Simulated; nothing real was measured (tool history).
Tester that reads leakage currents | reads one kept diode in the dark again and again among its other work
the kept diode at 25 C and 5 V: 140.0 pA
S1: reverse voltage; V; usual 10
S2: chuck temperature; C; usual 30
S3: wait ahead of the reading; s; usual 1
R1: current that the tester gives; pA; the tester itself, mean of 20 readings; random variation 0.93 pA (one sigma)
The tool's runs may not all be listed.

Run 1, hour 0: usual settings. Result: R1 326.83 pA.
Run 2, hour 106.2: usual settings but S1 1.2 V. Result: R1 124.45 pA.
Run 3, hour 231.1: usual settings but S1 1.2 V. Result: R1 125.51 pA.
Run 4, hour 337.2: usual settings but S1 1.2 V. Result: R1 126.87 pA.
Run 5, hour 480.7: usual settings but S1 1.2 V. Result: R1 127.6 pA.
Run 6, hour 731.8: usual settings. Result: R1 347.53 pA.
Run 7, hour 925.9: usual settings but S3 5.62 s. Result: R1 351.89 pA.
Run 8, hour 1147.8: usual settings but S3 5.62 s. Result: R1 358.29 pA.
At hour 1238.8: chuck's temperature calibrated.
At hour 1285.2: probe card cleaned and baked.
Run 9, hour 1285.2: usual settings. Result: R1 352.06 pA.
Run 10, hour 1496.8: usual settings but S3 0.67 s. Result: R1 360.4 pA.
Run 11, hour 1699.9: usual settings but S2 44 C, S3 0.67 s. Result: R1 1179.44 pA.
At hour 1876.1: probe card cleaned and baked, once more.
Run 12, hour 1905: usual settings but S2 44 C, S3 0.67 s. Result: R1 1155.54 pA.
Run 13, hour 2100.9: usual settings but S2 44 C, S3 0.67 s. Result: R1 1174.7 pA.
Run 14, hour 2267.4: usual settings but S2 44 C, S3 0.67 s. Result: R1 1189.36 pA.
Run 15, hour 2440.5: usual settings but S2 44 C, S3 0.67 s. Result: R1 1207.96 pA.
Run 16, hour 2597.3: usual settings but S1 5.4 V. Result: R1 266.69 pA.
Run 17, hour 2742.1: usual settings but S1 5.4 V. Result: R1 271.88 pA.
At hour 2904.6: chuck's temperature calibrated.
Run 18, hour 2950.1: usual settings but S1 2 V. Result: R1 152.36 pA.
At hour 3141.3: tester calibrated.
Run 19, hour 3191.4: usual settings but S1 2 V. Result: R1 156.1 pA.
Run 20, hour 3348.1: usual settings but S1 2 V. Result: R1 157.34 pA.
Run 21, hour 3606.5: usual settings but S1 5.1 V, S2 31 C, S3 1.04 s. Result: R1 270.12 pA.
Run 22, hour 3796.6: usual settings but S1 5.1 V, S2 31 C, S3 1.04 s. Result: R1 275.31 pA.
Run 23, hour 4016.5: usual settings but S1 6.8 V, S2 32 C. Result: R1 348.68 pA.
Run 24, hour 4257.7: usual settings but S1 2.6 V, S2 48 C, S3 2.54 s. Result: R1 922.23 pA.
Run 25, hour 4407.7: usual settings but S1 2.6 V, S2 48 C, S3 2.03 s. Result: R1 931.19 pA.
At hour 4559.3: chuck's temperature calibrated.
Run 26, hour 4577.2: usual settings but S1 9.3 V, S2 37 C. Result: R1 579 pA.
Run 27, hour 4754: usual settings but S1 3.4 V, S2 26 C, S3 5.7 s. Result: R1 136.23 pA.
Run 28, hour 4955.2: usual settings but S1 8.6 V, S2 42 C, S3 0.48 s. Result: R1 888.65 pA.
Run 29, hour 5197.9: usual settings but S1 3.7 V, S2 23 C. Result: R1 111.94 pA.
Run 30, hour 5369.7: usual settings but S1 3.7 V, S2 23 C. Result: R1 113.21 pA.
Run 31, hour 5608.9: usual settings but S1 1.3 V, S2 48 C, S3 0.45 s. Result: R1 660.39 pA.
Run 32, hour 5732.4: usual settings but S1 7 V, S2 25 C, S3 1.78 s. Result: R1 190.35 pA.
Run 33, hour 5855.5: usual settings but S1 7 V, S2 35 C, S3 1.78 s. Result: R1 469.49 pA.
Run 34, hour 6050.9: usual settings but S1 7 V, S2 35 C, S3 0.44 s. Result: R1 477.58 pA.
At hour 6229.5: chuck's temperature calibrated.
Run 35, hour 6300.7: usual settings but S1 7 V, S2 59 C, S3 0.44 s. Result: R1 3190.11 pA.
Run 36, hour 6489.1: usual settings but S1 2 V, S2 57 C, S3 1.17 s. Result: R1 1590.3 pA.
Run 37, hour 6608.2: usual settings but S1 2 V, S2 57 C, S3 1.17 s. Result: R1 1593.26 pA.
Run 38, hour 6858.1: usual settings but S1 2 V, S2 57 C, S3 1.17 s. Result: R1 1632.02 pA.
At hour 7046.2: probe card cleaned and baked.
Run 39, hour 7071.3: usual settings but S1 7.6 V, S2 29 C. Result: R1 266.82 pA.

The same runs without the tool's hidden state, with the same run-to-run variation:
The hidden state here: stray current of the dirty probe card, pA a volt; current scale over the true one, %; true chuck temperature over the reading, C; drift of the gauge itself on leakage_pa, %.
run       R1
  1   307.57
  2   120.57
  3   120.44
  4   120.72
  5    120.3
  6   308.46
  7   307.05
  8   307.06
  9   307.96
 10   310.23
 11  1084.17
 12  1080.86
 13  1084.08
 14  1084.48
 15  1087.21
 16   233.82
 17   235.33
 18   151.03
 19   151.12
 20   150.34
 21    251.6
 22   252.02
 23   313.07
 24   835.75
 25   835.64
 26   568.67
 27   130.17
 28   856.51
 29    101.4
 30   101.21
 31   616.58
 32   163.38
 33   418.24
 34   419.51
 35  3154.54
 36  1554.35
 37  1544.89
 38  1556.36
 39   248.48

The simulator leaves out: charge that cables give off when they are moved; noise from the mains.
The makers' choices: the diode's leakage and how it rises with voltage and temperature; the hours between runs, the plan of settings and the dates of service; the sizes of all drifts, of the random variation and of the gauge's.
